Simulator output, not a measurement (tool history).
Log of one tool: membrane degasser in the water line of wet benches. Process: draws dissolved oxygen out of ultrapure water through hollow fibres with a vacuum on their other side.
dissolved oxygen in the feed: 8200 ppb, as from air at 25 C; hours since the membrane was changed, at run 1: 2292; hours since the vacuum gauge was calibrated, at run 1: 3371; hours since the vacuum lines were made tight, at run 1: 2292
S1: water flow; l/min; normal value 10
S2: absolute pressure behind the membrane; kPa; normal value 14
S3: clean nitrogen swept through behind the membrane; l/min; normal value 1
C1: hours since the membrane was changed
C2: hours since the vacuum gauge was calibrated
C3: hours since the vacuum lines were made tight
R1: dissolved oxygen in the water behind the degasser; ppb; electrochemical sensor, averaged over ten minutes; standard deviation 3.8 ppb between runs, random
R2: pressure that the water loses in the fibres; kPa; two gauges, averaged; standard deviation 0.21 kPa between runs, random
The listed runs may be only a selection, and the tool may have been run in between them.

Run 1, hour 0: usual settings; C1 2292; C2 3371; C3 2292. Result: R1 381.5 ppb, R2 51.49 kPa.
Run 2, hour 208.8: usual settings but S2 8.9 kPa; C1 2501; C2 3580; C3 2501. Result: R1 265.3 ppb, R2 51.42 kPa.
Run 3, hour 392.3: usual settings but S2 8.9 kPa; C1 2684; C2 3763; C3 2684. Result: R1 273.1 ppb, R2 51.28 kPa.
Run 4, hour 559.2: usual settings but S2 8.9 kPa; C1 2851; C2 3930; C3 2851. Result: R1 275.1 ppb, R2 50.93 kPa.
Run 5, hour 874.4: usual settings but S2 8.9 kPa; C1 3166; C2 4245; C3 3166. Result: R1 267.7 ppb, R2 51.3 kPa.
Run 6, hour 1042.3: usual settings but S2 8.9 kPa; C1 3334; C2 4413; C3 3334. Result: R1 268.8 ppb, R2 51.15 kPa.
Run 7, hour 1336.3: usual settings but S2 8.9 kPa; C1 3628; C2 4707; C3 3628. Result: R1 268.7 ppb, R2 50.89 kPa.
Run 8, hour 1535.3: usual settings but S2 8.9 kPa; C1 3827; C2 4906; C3 3827. Result: R1 268.3 ppb, R2 51.11 kPa.
Run 9, hour 1738.1: usual settings; C1 4030; C2 5109; C3 4030. Result: R1 380.2 ppb, R2 51 kPa.
At hour 1983.8: seals of the vacuum lines changed.
Run 10, hour 2050.3: usual settings; C1 4340; C2 5419; C3 67. Result: R1 380.4 ppb, R2 51.19 kPa.
Run 11, hour 2275.7: usual settings but S3 1.3 l/min; C1 4566; C2 5645; C3 292. Result: R1 325.1 ppb, R2 51.34 kPa.
Run 12, hour 2559.5: usual settings but S3 0.66 l/min; C1 4849; C2 5928; C3 576. Result: R1 483.2 ppb, R2 50.65 kPa.
Run 13, hour 2855: usual settings but S3 0.66 l/min; C1 5145; C2 6224; C3 871. Result: R1 484.5 ppb, R2 51.49 kPa.
Run 14, hour 3144.8: usual settings but S3 2.13 l/min; C1 5435; C2 6514; C3 1161. Result: R1 263.3 ppb, R2 51.77 kPa.
Run 15, hour 3396.2: usual settings but S1 7 l/min, S2 24.1 kPa, S3 2.32 l/min; C1 5686; C2 6765; C3 1412. Result: R1 224.2 ppb, R2 35.44 kPa.
Run 16, hour 3727.6: usual settings but S1 7 l/min, S2 17.4 kPa; C1 6018; C2 7096; C3 1744. Result: R1 302.8 ppb, R2 35.74 kPa.
Run 17, hour 4052: usual settings but S1 7 l/min, S2 17.4 kPa; C1 6342; C2 7421; C3 2068. Result: R1 302.9 ppb, R2 35.67 kPa.
Run 18, hour 4315: usual settings but S1 7 l/min, S2 17.4 kPa; C1 6605; C2 7684; C3 2331. Result: R1 301.7 ppb, R2 35.72 kPa.
Run 19, hour 4518: usual settings but S1 15 l/min, S3 1.31 l/min; C1 6808; C2 7887; C3 2534. Result: R1 540.3 ppb, R2 76.45 kPa.
At hour 4571.1: vacuum gauge calibrated.
Run 20, hour 4725: usual settings but S1 14 l/min, S2 24.2 kPa, S3 2.52 l/min; C1 7014; C2 154; C3 2741. Result: R1 509.6 ppb, R2 71.9 kPa.
Run 21, hour 4904.9: usual settings but S1 8 l/min, S3 1.79 l/min; C1 7194; C2 334; C3 2921. Result: R1 205.1 ppb, R2 40.99 kPa.
Run 22, hour 5217: usual settings but S1 7 l/min, S2 28.2 kPa, S3 0.85 l/min; C1 7506; C2 646; C3 3233. Result: R1 534.6 ppb, R2 36.1 kPa.

Take each entry between the runs: how does the hidden state at the last listed run before it differ from the hidden state at the first listed run after it?
Between runs 9 and 10: seals of the vacuum lines changed (hour 1983.8)
  air that leaks in behind the membrane, l/min: 0.0029 -> 0.002
Between runs 19 and 20: vacuum gauge calibrated (hour 4571.1)
  true pressure behind the membrane over the reading, kPa: 0.03 -> 0; air that leaks in behind the membrane, l/min: 0.0025 -> 0.0026

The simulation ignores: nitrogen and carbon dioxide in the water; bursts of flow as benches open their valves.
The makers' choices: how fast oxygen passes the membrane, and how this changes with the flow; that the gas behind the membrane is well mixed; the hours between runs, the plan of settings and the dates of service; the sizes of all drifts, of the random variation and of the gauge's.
